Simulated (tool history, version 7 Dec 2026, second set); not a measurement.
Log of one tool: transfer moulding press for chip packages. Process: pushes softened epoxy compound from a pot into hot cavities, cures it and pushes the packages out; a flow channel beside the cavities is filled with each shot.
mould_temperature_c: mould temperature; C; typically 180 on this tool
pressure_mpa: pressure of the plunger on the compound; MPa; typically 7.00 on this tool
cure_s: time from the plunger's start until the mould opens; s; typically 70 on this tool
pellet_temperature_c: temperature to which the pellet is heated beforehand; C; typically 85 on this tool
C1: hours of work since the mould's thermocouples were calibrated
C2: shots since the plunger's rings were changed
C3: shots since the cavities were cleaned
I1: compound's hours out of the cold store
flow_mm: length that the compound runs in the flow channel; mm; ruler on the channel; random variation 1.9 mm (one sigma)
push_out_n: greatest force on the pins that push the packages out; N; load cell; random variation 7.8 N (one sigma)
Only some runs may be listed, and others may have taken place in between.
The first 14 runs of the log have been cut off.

{"run": 15, "hour": 232.2, "mould_temperature_c": 180, "pressure_mpa": 7.0, "cure_s": 70, "pellet_temperature_c": 86, "C1": 391, "C2": 911, "C3": 223, "I1": 18.2, "flow_mm": 552, "push_out_n": 489}
{"run": 16, "hour": 245.7, "mould_temperature_c": 180, "pressure_mpa": 7.0, "cure_s": 70, "pellet_temperature_c": 86, "C1": 397, "C2": 1059, "C3": 371, "I1": 39.3, "flow_mm": 484, "push_out_n": 467}
{"run": 17, "hour": 262.8, "mould_temperature_c": 180, "pressure_mpa": 7.0, "cure_s": 70, "pellet_temperature_c": 86, "C1": 404, "C2": 1248, "C3": 560, "I1": 34.5, "flow_mm": 500, "push_out_n": 504}
{"run": 18, "hour": 279.2, "mould_temperature_c": 180, "pressure_mpa": 7.0, "cure_s": 70, "pellet_temperature_c": 86, "C1": 411, "C2": 1428, "C3": 740, "I1": 22.1, "flow_mm": 531, "push_out_n": 554}
{"run": 19, "hour": 301.5, "mould_temperature_c": 181, "pressure_mpa": 8.7, "cure_s": 98, "pellet_temperature_c": 75, "C1": 421, "C2": 1673, "C3": 985, "I1": 33.3, "flow_mm": 558, "push_out_n": 324}
{"hour": 317.5, "done": "cavities cleaned with cleaning compound and waxed"}
{"run": 20, "hour": 321.1, "mould_temperature_c": 180, "pressure_mpa": 6.82, "cure_s": 57, "pellet_temperature_c": 77, "C1": 429, "C2": 1872, "C3": 40, "I1": 16.0, "flow_mm": 545, "push_out_n": 759}
{"run": 21, "hour": 336.9, "mould_temperature_c": 185, "pressure_mpa": 6.82, "cure_s": 56, "pellet_temperature_c": 79, "C1": 435, "C2": 2045, "C3": 213, "I1": 11.5, "flow_mm": 548, "push_out_n": 690}
{"run": 22, "hour": 359.0, "mould_temperature_c": 180, "pressure_mpa": 5.44, "cure_s": 84, "pellet_temperature_c": 77, "C1": 445, "C2": 2288, "C3": 456, "I1": 35.2, "flow_mm": 436, "push_out_n": 327}
{"run": 23, "hour": 371.9, "mould_temperature_c": 180, "pressure_mpa": 6.74, "cure_s": 70, "pellet_temperature_c": 81, "C1": 451, "C2": 2430, "C3": 598, "I1": 26.8, "flow_mm": 506, "push_out_n": 536}
{"run": 24, "hour": 390.3, "mould_temperature_c": 180, "pressure_mpa": 6.74, "cure_s": 70, "pellet_temperature_c": 81, "C1": 459, "C2": 2632, "C3": 800, "I1": 28.5, "flow_mm": 499, "push_out_n": 531}
{"run": 25, "hour": 405.6, "mould_temperature_c": 180, "pressure_mpa": 7.34, "cure_s": 70, "pellet_temperature_c": 81, "C1": 465, "C2": 2801, "C3": 969, "I1": 29.9, "flow_mm": 515, "push_out_n": 547}
{"hour": 422.4, "done": "cavities cleaned with cleaning compound and waxed"}
{"run": 26, "hour": 427.9, "mould_temperature_c": 184, "pressure_mpa": 7.34, "cure_s": 70, "pellet_temperature_c": 81, "C1": 474, "C2": 3030, "C3": 61, "I1": 45.8, "flow_mm": 464, "push_out_n": 314}
{"run": 27, "hour": 437.6, "mould_temperature_c": 181, "pressure_mpa": 7.0, "cure_s": 55, "pellet_temperature_c": 85, "C1": 478, "C2": 3136, "C3": 167, "I1": 33.2, "flow_mm": 489, "push_out_n": 769}
{"run": 28, "hour": 448.7, "mould_temperature_c": 182, "pressure_mpa": 6.26, "cure_s": 55, "pellet_temperature_c": 93, "C1": 483, "C2": 3259, "C3": 290, "I1": 36.6, "flow_mm": 455, "push_out_n": 736}
{"run": 29, "hour": 459.2, "mould_temperature_c": 186, "pressure_mpa": 7.0, "cure_s": 70, "pellet_temperature_c": 85, "C1": 488, "C2": 3374, "C3": 405, "I1": 35.5, "flow_mm": 476, "push_out_n": 331}
{"run": 30, "hour": 472.8, "mould_temperature_c": 173, "pressure_mpa": 8.35, "cure_s": 91, "pellet_temperature_c": 85, "C1": 494, "C2": 3523, "C3": 554, "I1": 31.1, "flow_mm": 551, "push_out_n": 411}

Alternative continuations, all from the tool just after run 30; predict every row:
{"run": "A", "hour": 483.9, "mould_temperature_c": 173, "pressure_mpa": 5.31, "cure_s": 91, "pellet_temperature_c": 85, "C1": 498, "C2": 3645, "C3": 676, "I1": 15.2, "flow_mm": "?", "push_out_n": "?"}
{"run": "B", "hour": 483.9, "mould_temperature_c": 185, "pressure_mpa": 5.82, "cure_s": 54, "pellet_temperature_c": 85, "C1": 498, "C2": 3645, "C3": 676, "I1": 14.0, "flow_mm": "?", "push_out_n": "?"}
{"run": "C", "hour": 483.9, "mould_temperature_c": 176, "pressure_mpa": 8.35, "cure_s": 56, "pellet_temperature_c": 85, "C1": 498, "C2": 3645, "C3": 676, "I1": 19.3, "flow_mm": "?", "push_out_n": "?"}

run=A flow_mm=480 push_out_n=437
run=B flow_mm=486 push_out_n=859
run=C flow_mm=582 push_out_n=1201
Had the tool no hidden state, the same runs would have come out as:
run=A flow_mm=508 push_out_n=360
run=B flow_mm=514 push_out_n=700
run=C flow_mm=616 push_out_n=954
